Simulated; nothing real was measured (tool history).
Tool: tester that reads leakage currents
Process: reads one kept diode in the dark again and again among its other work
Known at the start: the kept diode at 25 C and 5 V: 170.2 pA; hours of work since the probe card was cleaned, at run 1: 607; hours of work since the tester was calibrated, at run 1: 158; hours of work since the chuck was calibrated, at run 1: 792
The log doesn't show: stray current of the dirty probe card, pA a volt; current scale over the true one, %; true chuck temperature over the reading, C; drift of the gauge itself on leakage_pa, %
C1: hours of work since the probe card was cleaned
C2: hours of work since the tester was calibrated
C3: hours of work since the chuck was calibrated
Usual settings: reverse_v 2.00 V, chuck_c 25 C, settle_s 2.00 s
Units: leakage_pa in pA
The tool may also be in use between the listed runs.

run 1 hour=0.0 | reverse_v=2.00 chuck_c=25 settle_s=2.00 | C1=607 C2=158 C3=792 | leakage_pa=134.39
run 2 hour=31.9 | reverse_v=2.00 chuck_c=25 settle_s=2.00 | C1=622 C2=172 C3=807 | leakage_pa=133.91
run 3 hour=62.4 | reverse_v=2.00 chuck_c=25 settle_s=2.00 | C1=635 C2=186 C3=820 | leakage_pa=134.43
run 4 hour=100.4 | reverse_v=2.00 chuck_c=25 settle_s=2.00 | C1=653 C2=203 C3=838 | leakage_pa=134.49
run 5 hour=140.9 | reverse_v=2.00 chuck_c=25 settle_s=7.20 | C1=671 C2=222 C3=856 | leakage_pa=135.03
run 6 hour=178.7 | reverse_v=2.00 chuck_c=25 settle_s=7.20 | C1=688 C2=239 C3=873 | leakage_pa=135.26
-- hour=194.2 chuck's temperature calibrated
run 7 hour=223.8 | reverse_v=2.00 chuck_c=25 settle_s=7.20 | C1=708 C2=258 C3=13 | leakage_pa=127.37
run 8 hour=247.9 | reverse_v=2.50 chuck_c=25 settle_s=2.00 | C1=718 C2=269 C3=24 | leakage_pa=138.98
run 9 hour=272.0 | reverse_v=2.50 chuck_c=25 settle_s=2.00 | C1=729 C2=280 C3=35 | leakage_pa=139.26
run 10 hour=296.4 | reverse_v=2.50 chuck_c=25 settle_s=2.00 | C1=740 C2=291 C3=46 | leakage_pa=139.32
run 11 hour=332.4 | reverse_v=11.17 chuck_c=25 settle_s=2.00 | C1=757 C2=307 C3=63 | leakage_pa=247.98
run 12 hour=356.7 | reverse_v=2.00 chuck_c=42 settle_s=2.00 | C1=768 C2=318 C3=74 | leakage_pa=518.21
run 13 hour=384.6 | reverse_v=2.00 chuck_c=40 settle_s=2.00 | C1=780 C2=331 C3=86 | leakage_pa=446.76
run 14 hour=404.5 | reverse_v=2.00 chuck_c=40 settle_s=2.00 | C1=789 C2=340 C3=95 | leakage_pa=445.58
run 15 hour=442.7 | reverse_v=2.00 chuck_c=25 settle_s=2.00 | C1=807 C2=357 C3=113 | leakage_pa=130.21
run 16 hour=482.3 | reverse_v=2.00 chuck_c=25 settle_s=2.00 | C1=825 C2=375 C3=130 | leakage_pa=129.04
run 17 hour=503.4 | reverse_v=2.00 chuck_c=25 settle_s=2.00 | C1=834 C2=385 C3=140 | leakage_pa=129.29
run 18 hour=522.7 | reverse_v=2.00 chuck_c=25 settle_s=2.00 | C1=843 C2=394 C3=149 | leakage_pa=129.56
run 19 hour=543.8 | reverse_v=2.00 chuck_c=25 settle_s=2.00 | C1=852 C2=403 C3=158 | leakage_pa=130.94
run 20 hour=583.3 | reverse_v=2.00 chuck_c=25 settle_s=3.03 | C1=870 C2=421 C3=176 | leakage_pa=130.18
run 21 hour=614.2 | reverse_v=1.79 chuck_c=23 settle_s=0.67 | C1=884 C2=435 C3=190 | leakage_pa=105.82
-- hour=620.0 tester calibrated
run 22 hour=648.6 | reverse_v=1.79 chuck_c=23 settle_s=0.67 | C1=899 C2=13 C3=205 | leakage_pa=105.50
run 23 hour=677.9 | reverse_v=1.79 chuck_c=23 settle_s=0.67 | C1=912 C2=26 C3=218 | leakage_pa=106.30
run 24 hour=715.7 | reverse_v=2.41 chuck_c=48 settle_s=0.67 | C1=929 C2=43 C3=235 | leakage_pa=891.96
run 25 hour=758.3 | reverse_v=2.41 chuck_c=48 settle_s=0.67 | C1=949 C2=63 C3=255 | leakage_pa=897.85
run 26 hour=778.8 | reverse_v=2.91 chuck_c=34 settle_s=2.00 | C1=958 C2=72 C3=264 | leakage_pa=320.62
-- hour=806.0 tester calibrated, once more
run 27 hour=811.3 | reverse_v=2.00 chuck_c=49 settle_s=2.00 | C1=972 C2=2 C3=278 | leakage_pa=908.24
run 28 hour=846.4 | reverse_v=2.00 chuck_c=49 settle_s=2.00 | C1=988 C2=18 C3=294 | leakage_pa=913.93
run 29 hour=870.1 | reverse_v=2.00 chuck_c=49 settle_s=2.00 | C1=998 C2=29 C3=304 | leakage_pa=912.51
run 30 hour=888.9 | reverse_v=2.00 chuck_c=49 settle_s=2.00 | C1=1007 C2=38 C3=313 | leakage_pa=915.08
run 31 hour=908.4 | reverse_v=1.68 chuck_c=50 settle_s=3.90 | C1=1016 C2=46 C3=322 | leakage_pa=926.34
run 32 hour=942.6 | reverse_v=2.57 chuck_c=30 settle_s=1.12 | C1=1031 C2=62 C3=337 | leakage_pa=224.59
run 33 hour=979.6 | reverse_v=10.64 chuck_c=27 settle_s=1.12 | C1=1048 C2=79 C3=354 | leakage_pa=302.55
run 34 hour=1022.2 | reverse_v=5.21 chuck_c=25 settle_s=1.24 | C1=1067 C2=98 C3=373 | leakage_pa=193.96

The next listed run, before its measurement:
run 35 hour=1060.0 | reverse_v=5.21 chuck_c=25 settle_s=1.24 | C1=1084 C2=115 C3=390 | leakage_pa=?

Run 35 gave leakage_pa 194.44 pA.
Without the tool's hidden state the same run would have given leakage_pa 173.11 pA.
